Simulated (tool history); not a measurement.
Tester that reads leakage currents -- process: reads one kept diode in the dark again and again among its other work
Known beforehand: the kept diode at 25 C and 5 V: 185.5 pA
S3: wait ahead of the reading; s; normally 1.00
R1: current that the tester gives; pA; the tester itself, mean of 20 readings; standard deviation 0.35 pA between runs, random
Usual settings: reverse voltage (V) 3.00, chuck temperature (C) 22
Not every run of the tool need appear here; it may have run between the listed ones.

run 1 hour=0.0 | reverse_voltage_(V)=3.00 chuck_temperature_(C)=22 S3=1.00 | R1=113.88
run 2 hour=30.1 | reverse_voltage_(V)=3.89 chuck_temperature_(C)=22 S3=1.00 | R1=128.76
run 3 hour=50.9 | reverse_voltage_(V)=3.00 chuck_temperature_(C)=22 S3=0.61 | R1=113.73
run 4 hour=73.6 | reverse_voltage_(V)=3.00 chuck_temperature_(C)=22 S3=1.00 | R1=113.18
run 5 hour=96.1 | reverse_voltage_(V)=3.00 chuck_temperature_(C)=22 S3=0.32 | R1=114.73
run 6 hour=132.3 | reverse_voltage_(V)=3.00 chuck_temperature_(C)=22 S3=0.32 | R1=114.43
run 7 hour=155.7 | reverse_voltage_(V)=3.00 chuck_temperature_(C)=22 S3=0.32 | R1=114.69
run 8 hour=175.0 | reverse_voltage_(V)=3.00 chuck_temperature_(C)=22 S3=1.00 | R1=112.36
run 9 hour=198.2 | reverse_voltage_(V)=3.00 chuck_temperature_(C)=22 S3=2.56 | R1=112.38
run 10 hour=220.2 | reverse_voltage_(V)=3.00 chuck_temperature_(C)=22 S3=2.56 | R1=112.00
run 11 hour=236.0 | reverse_voltage_(V)=3.00 chuck_temperature_(C)=22 S3=2.56 | R1=112.23
run 12 hour=252.2 | reverse_voltage_(V)=3.00 chuck_temperature_(C)=22 S3=1.00 | R1=112.87
-- hour=257.5 tester calibrated
run 13 hour=276.9 | reverse_voltage_(V)=3.00 chuck_temperature_(C)=22 S3=1.00 | R1=113.70
run 14 hour=298.4 | reverse_voltage_(V)=1.78 chuck_temperature_(C)=41 S3=1.52 | R1=341.08
-- hour=320.1 tester calibrated, once more
run 15 hour=338.2 | reverse_voltage_(V)=12.14 chuck_temperature_(C)=30 S3=0.64 | R1=404.59
run 16 hour=354.7 | reverse_voltage_(V)=3.19 chuck_temperature_(C)=22 S3=1.00 | R1=116.10
run 17 hour=386.2 | reverse_voltage_(V)=12.08 chuck_temperature_(C)=37 S3=0.99 | R1=654.48
run 18 hour=411.5 | reverse_voltage_(V)=2.77 chuck_temperature_(C)=22 S3=1.67 | R1=107.92
run 19 hour=433.8 | reverse_voltage_(V)=6.46 chuck_temperature_(C)=22 S3=0.69 | R1=164.04
run 20 hour=458.3 | reverse_voltage_(V)=3.17 chuck_temperature_(C)=21 S3=9.60 | R1=106.13
run 21 hour=487.3 | reverse_voltage_(V)=12.82 chuck_temperature_(C)=32 S3=1.00 | R1=474.41
run 22 hour=504.1 | reverse_voltage_(V)=3.00 chuck_temperature_(C)=29 S3=2.26 | R1=188.09
run 23 hour=522.8 | reverse_voltage_(V)=1.17 chuck_temperature_(C)=44 S3=4.40 | R1=337.58
-- hour=545.8 chuck's temperature calibrated
run 24 hour=547.3 | reverse_voltage_(V)=4.15 chuck_temperature_(C)=44 S3=4.40 | R1=651.01
run 25 hour=574.4 | reverse_voltage_(V)=4.15 chuck_temperature_(C)=52 S3=4.40 | R1=1083.61

Predict each of these 5 candidate next runs independently; none follows another, all start after run 25:
run A hour=597.2 | reverse_voltage_(V)=1.93 chuck_temperature_(C)=52 S3=6.38 | R1=?
run B hour=597.2 | reverse_voltage_(V)=7.61 chuck_temperature_(C)=52 S3=0.98 | R1=?
run C hour=597.2 | reverse_voltage_(V)=18.91 chuck_temperature_(C)=26 S3=4.40 | R1=?
run D hour=597.2 | reverse_voltage_(V)=4.15 chuck_temperature_(C)=52 S3=4.70 | R1=?
run E hour=597.2 | reverse_voltage_(V)=4.15 chuck_temperature_(C)=44 S3=4.40 | R1=?

run=A R1=746.59
run=B R1=1452.98
run=C R1=391.76
run=D R1=1082.84
run=E R1=653.03
With no hidden state in the tool, these same runs would have given:
run=A R1=744.11
run=B R1=1446.37
run=C R1=381.86
run=D R1=1078.62
run=E R1=649.56

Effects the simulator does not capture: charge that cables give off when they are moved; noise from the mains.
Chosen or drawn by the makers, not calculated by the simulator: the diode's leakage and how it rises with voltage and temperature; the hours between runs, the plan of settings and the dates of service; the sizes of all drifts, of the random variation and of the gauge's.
